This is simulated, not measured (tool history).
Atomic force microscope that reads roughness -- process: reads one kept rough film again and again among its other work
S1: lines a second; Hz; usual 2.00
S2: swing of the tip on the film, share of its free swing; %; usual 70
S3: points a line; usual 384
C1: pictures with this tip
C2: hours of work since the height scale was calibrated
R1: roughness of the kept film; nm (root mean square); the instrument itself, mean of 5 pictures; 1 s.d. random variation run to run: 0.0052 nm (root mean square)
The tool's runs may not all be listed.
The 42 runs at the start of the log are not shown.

run 43 hour=1061.4 | S1=0.74 S2=59 S3=744 | C1=312 C2=559 | R1=1.518
run 44 hour=1088.2 | S1=0.74 S2=59 S3=347 | C1=340 C2=571 | R1=1.488
run 45 hour=1105.3 | S1=1.66 S2=63 S3=288 | C1=358 C2=578 | R1=1.449
-- hour=1108.8 new tip fitted
run 46 hour=1142.3 | S1=0.96 S2=70 S3=348 | C1=34 C2=594 | R1=1.560
run 47 hour=1159.8 | S1=2.59 S2=70 S3=379 | C1=52 C2=601 | R1=1.502
run 48 hour=1178.4 | S1=2.00 S2=75 S3=296 | C1=72 C2=609 | R1=1.485
run 49 hour=1211.5 | S1=2.08 S2=70 S3=422 | C1=106 C2=624 | R1=1.517
run 50 hour=1228.2 | S1=1.23 S2=69 S3=936 | C1=123 C2=631 | R1=1.542
run 51 hour=1265.7 | S1=1.83 S2=63 S3=936 | C1=162 C2=647 | R1=1.525
run 52 hour=1301.9 | S1=2.03 S2=88 S3=499 | C1=199 C2=663 | R1=1.384
run 53 hour=1323.7 | S1=0.65 S2=81 S3=582 | C1=221 C2=672 | R1=1.510

Forecast each of these 4 alternatives for the next run:
run A hour=1339.5 | S1=2.26 S2=74 S3=644 | C1=238 C2=679 | R1=?
run B hour=1339.5 | S1=2.30 S2=82 S3=267 | C1=238 C2=679 | R1=?
run C hour=1339.5 | S1=0.99 S2=70 S3=591 | C1=238 C2=679 | R1=?
run D hour=1339.5 | S1=0.82 S2=87 S3=582 | C1=238 C2=679 | R1=?

run=A R1=1.439
run=B R1=1.371
run=C R1=1.504
run=D R1=1.479
With the hidden condition removed and each run's random variation left untouched, the same runs would have given:
run=A R1=1.503
run=B R1=1.431
run=C R1=1.570
run=D R1=1.544
